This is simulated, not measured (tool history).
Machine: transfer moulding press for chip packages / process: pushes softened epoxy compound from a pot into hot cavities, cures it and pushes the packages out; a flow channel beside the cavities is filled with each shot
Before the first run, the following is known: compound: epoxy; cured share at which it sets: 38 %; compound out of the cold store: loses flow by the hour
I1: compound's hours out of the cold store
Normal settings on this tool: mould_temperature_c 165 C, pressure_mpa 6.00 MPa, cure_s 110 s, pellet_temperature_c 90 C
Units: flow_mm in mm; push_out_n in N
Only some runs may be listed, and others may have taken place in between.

Run 1, hour 0.0: usual settings; I1 35.0. Result: flow_mm 832 mm, push_out_n 350 N.
Run 2, hour 41.2: usual settings but mould_temperature_c 166 C; I1 22.1. Result: flow_mm 882 mm, push_out_n 356 N.
At hour 52.7: cavities cleaned with cleaning compound and waxed.
Run 3, hour 77.8: usual settings; I1 45.2. Result: flow_mm 785 mm, push_out_n 356 N.
At hour 104.1: cavities cleaned with cleaning compound and waxed.
Run 4, hour 115.7: usual settings but mould_temperature_c 162 C; I1 31.4. Result: flow_mm 850 mm, push_out_n 382 N.
At hour 154.5: cavities cleaned with cleaning compound and waxed.
Run 5, hour 154.5: usual settings but mould_temperature_c 162 C; I1 24.6. Result: flow_mm 882 mm, push_out_n 384 N.
Run 6, hour 195.0: usual settings but mould_temperature_c 162 C; I1 40.7. Result: flow_mm 811 mm, push_out_n 384 N.
At hour 205.0: cavities cleaned with cleaning compound and waxed.
Run 7, hour 235.4: usual settings but mould_temperature_c 162 C; I1 27.6. Result: flow_mm 860 mm, push_out_n 369 N.
At hour 258.4: plunger's sealing rings changed.
At hour 259.9: cavities cleaned with cleaning compound and waxed.
Run 8, hour 286.3: usual settings but mould_temperature_c 162 C; I1 20.7. Result: flow_mm 895 mm, push_out_n 386 N.
At hour 311.0: cavities cleaned with cleaning compound and waxed.
Run 9, hour 315.2: usual settings but mould_temperature_c 162 C; I1 24.8. Result: flow_mm 889 mm, push_out_n 376 N.
Run 10, hour 340.3: usual settings but mould_temperature_c 162 C; I1 28.4. Result: flow_mm 868 mm, push_out_n 394 N.
At hour 361.1: cavities cleaned with cleaning compound and waxed.
Run 11, hour 363.0: usual settings but mould_temperature_c 162 C; I1 39.5. Result: flow_mm 824 mm, push_out_n 373 N.
Run 12, hour 405.3: usual settings but mould_temperature_c 162 C; I1 32.3. Result: flow_mm 852 mm, push_out_n 374 N.
At hour 414.1: cavities cleaned with cleaning compound and waxed.
Run 13, hour 437.0: usual settings but mould_temperature_c 162 C; I1 17.2. Result: flow_mm 917 mm, push_out_n 379 N.
At hour 463.6: cavities cleaned with cleaning compound and waxed.
Run 14, hour 464.8: usual settings but mould_temperature_c 162 C, pellet_temperature_c 96 C; I1 9.6. Result: flow_mm 969 mm, push_out_n 392 N.
Run 15, hour 508.4: usual settings but mould_temperature_c 162 C, pressure_mpa 5.96 MPa, cure_s 124 s, pellet_temperature_c 98 C; I1 45.0. Result: flow_mm 785 mm, push_out_n 339 N.
At hour 514.5: cavities cleaned with cleaning compound and waxed.
Run 16, hour 535.9: usual settings but mould_temperature_c 166 C, pressure_mpa 5.96 MPa, cure_s 124 s, pellet_temperature_c 83 C; I1 26.6. Result: flow_mm 860 mm, push_out_n 327 N.
Run 17, hour 561.7: usual settings but mould_temperature_c 171 C, pressure_mpa 7.26 MPa, cure_s 96 s; I1 33.5. Result: flow_mm 901 mm, push_out_n 365 N.
At hour 567.3: cavities cleaned with cleaning compound and waxed.
Run 18, hour 599.9: usual settings but mould_temperature_c 168 C, cure_s 93 s; I1 42.2. Result: flow_mm 785 mm, push_out_n 382 N.
At hour 617.1: cavities cleaned with cleaning compound and waxed.
Run 19, hour 632.8: usual settings but mould_temperature_c 160 C, pressure_mpa 6.47 MPa, cure_s 101 s, pellet_temperature_c 89 C; I1 46.9. Result: flow_mm 829 mm, push_out_n 440 N.
At hour 651.7: mould's thermocouples calibrated.
Run 20, hour 655.7: usual settings but mould_temperature_c 169 C, pressure_mpa 5.97 MPa, pellet_temperature_c 87 C; I1 13.0. Result: flow_mm 920 mm, push_out_n 353 N.
At hour 669.8: cavities cleaned with cleaning compound and waxed.
Run 21, hour 706.1: usual settings but mould_temperature_c 158 C, cure_s 141 s; I1 15.8. Result: flow_mm 943 mm, push_out_n 350 N.
At hour 722.7: cavities cleaned with cleaning compound and waxed.
Run 22, hour 754.5: usual settings but mould_temperature_c 158 C, cure_s 141 s; I1 33.3. Result: flow_mm 850 mm, push_out_n 343 N.
At hour 773.1: cavities cleaned with cleaning compound and waxed.
Run 23, hour 781.3: usual settings but pressure_mpa 6.70 MPa; I1 39.3. Result: flow_mm 856 mm, push_out_n 342 N.
At hour 811.5: plunger's sealing rings changed.
Run 24, hour 822.0: usual settings but pressure_mpa 6.70 MPa; I1 28.4. Result: flow_mm 909 mm, push_out_n 369 N.
At hour 827.0: cavities cleaned with cleaning compound and waxed.
Run 25, hour 867.8: usual settings but pressure_mpa 6.70 MPa, cure_s 112 s, pellet_temperature_c 86 C; I1 9.0. Result: flow_mm 1006 mm, push_out_n 353 N.
At hour 877.1: cavities cleaned with cleaning compound and waxed.
Run 26, hour 917.0: usual settings but pellet_temperature_c 94 C; I1 35.9. Result: flow_mm 819 mm, push_out_n 345 N.

Here are 4 independent what-if runs from the current tool condition. What would each one return?
At hour 926.3: cavities cleaned with cleaning compound and waxed.
Run A, hour 945.4: usual settings but pressure_mpa 6.56 MPa, cure_s 94 s, pellet_temperature_c 91 C; I1 22.5. Result: flow_mm ?, push_out_n ?.
At hour 926.3: cavities cleaned with cleaning compound and waxed.
Run B, hour 945.4: usual settings but mould_temperature_c 166 C, pressure_mpa 6.48 MPa, pellet_temperature_c 93 C; I1 33.5. Result: flow_mm ?, push_out_n ?.
At hour 926.3: cavities cleaned with cleaning compound and waxed.
Run C, hour 945.4: usual settings but pressure_mpa 6.63 MPa, cure_s 92 s, pellet_temperature_c 99 C; I1 42.8. Result: flow_mm ?, push_out_n ?.
At hour 926.3: cavities cleaned with cleaning compound and waxed.
Run D, hour 945.4: usual settings but pressure_mpa 7.35 MPa, pellet_temperature_c 96 C; I1 31.3. Result: flow_mm ?, push_out_n ?.

run  flow_mm  push_out_n
  A      923         428
  B      864         358
  C      835         392
  D      932         336
Had the tool no hidden state, the same runs would have come out as:
run  flow_mm  push_out_n
  A      923         424
  B      865         355
  C      835         388
  D      932         333
